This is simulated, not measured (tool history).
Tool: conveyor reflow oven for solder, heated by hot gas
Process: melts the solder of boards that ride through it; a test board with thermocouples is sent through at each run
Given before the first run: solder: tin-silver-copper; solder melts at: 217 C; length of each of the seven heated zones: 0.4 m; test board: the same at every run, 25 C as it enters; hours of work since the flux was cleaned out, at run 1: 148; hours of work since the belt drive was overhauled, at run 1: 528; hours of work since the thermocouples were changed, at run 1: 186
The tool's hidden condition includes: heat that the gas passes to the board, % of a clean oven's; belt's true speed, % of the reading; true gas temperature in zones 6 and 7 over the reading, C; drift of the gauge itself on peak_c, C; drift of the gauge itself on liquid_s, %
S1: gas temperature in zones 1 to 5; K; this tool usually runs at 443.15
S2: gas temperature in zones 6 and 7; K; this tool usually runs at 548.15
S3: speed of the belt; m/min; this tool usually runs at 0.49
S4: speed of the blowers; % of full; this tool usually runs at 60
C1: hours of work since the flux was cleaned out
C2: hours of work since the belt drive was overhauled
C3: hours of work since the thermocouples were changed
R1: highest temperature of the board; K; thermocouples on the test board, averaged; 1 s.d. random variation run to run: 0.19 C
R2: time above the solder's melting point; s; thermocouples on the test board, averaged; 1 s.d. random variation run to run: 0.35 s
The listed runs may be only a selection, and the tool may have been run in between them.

Run 1, hour 0: usual settings; C1 148; C2 528; C3 186. Result: R1 523.45 K, R2 67.8 s.
At hour 12.9: flux residue cleaned out of gas plates and filters.
Run 2, hour 45.2: usual settings; C1 18; C2 550; C3 208. Result: R1 524.95 K, R2 69.9 s.
Run 3, hour 119.6: usual settings; C1 59; C2 591; C3 250. Result: R1 524.35 K, R2 69.1 s.
Run 4, hour 171.8: usual settings; C1 88; C2 620; C3 279. Result: R1 524.25 K, R2 69.5 s.
Run 5, hour 204.4: usual settings; C1 106; C2 638; C3 297. Result: R1 524.25 K, R2 68.9 s.
Run 6, hour 268: usual settings; C1 142; C2 674; C3 332. Result: R1 523.85 K, R2 69.1 s.
At hour 291.6: flux residue cleaned out of gas plates and filters.
Run 7, hour 306.6: usual settings; C1 8; C2 692; C3 351. Result: R1 524.95 K, R2 69.7 s.
Run 8, hour 353: usual settings; C1 34; C2 718; C3 377. Result: R1 524.55 K, R2 69.5 s.
Run 9, hour 410.8: usual settings but S1 430.15 K, S2 558.15 K, S4 53 % of full; C1 66; C2 750; C3 409. Result: R1 525.85 K, R2 64.6 s.
Run 10, hour 451.4: usual settings but S1 430.15 K, S2 551.15 K, S4 62 % of full; C1 89; C2 773; C3 431. Result: R1 525.15 K, R2 65.1 s.
Run 11, hour 497.5: usual settings but S1 453.15 K; C1 114; C2 798; C3 457. Result: R1 526.35 K, R2 76.7 s.
At hour 575.2: flux residue cleaned out of gas plates and filters.
Run 12, hour 575.8: usual settings but S1 436.15 K, S4 78 % of full; C1 0; C2 839; C3 497. Result: R1 531.45 K, R2 75.1 s.
Run 13, hour 615.2: usual settings but S1 436.15 K, S4 65 % of full; C1 22; C2 861; C3 519. Result: R1 526.05 K, R2 70.5 s.
Run 14, hour 645: usual settings but S1 436.15 K, S2 560.15 K, S3 0.464 m/min, S4 65 % of full; C1 39; C2 877; C3 536. Result: R1 538.75 K, R2 84.4 s.
Run 15, hour 693: usual settings but S1 439.15 K, S2 552.15 K, S3 0.464 m/min, S4 65 % of full; C1 65; C2 904; C3 562. Result: R1 531.95 K, R2 81.5 s.
Run 16, hour 753.5: usual settings but S2 552.15 K, S3 0.515 m/min, S4 65 % of full; C1 99; C2 938; C3 596. Result: R1 528.65 K, R2 70.7 s.

Hidden state or all else? Some run-to-run changes of R1, split into what the settings, what came in and random variation would give without the hidden state, and what is left for the hidden state (with any gauge scatter that isn't in both results):
Run 1 -> 2: flux residue cleaned out of gas plates and filters. R1 +1.5 K: hidden state +1.1, all else +0.4.
Run 13 -> 14: S2 548.15 -> 560.15, S3 0.49 -> 0.464. R1 +12.7 K: hidden state -0.1, all else +12.8.
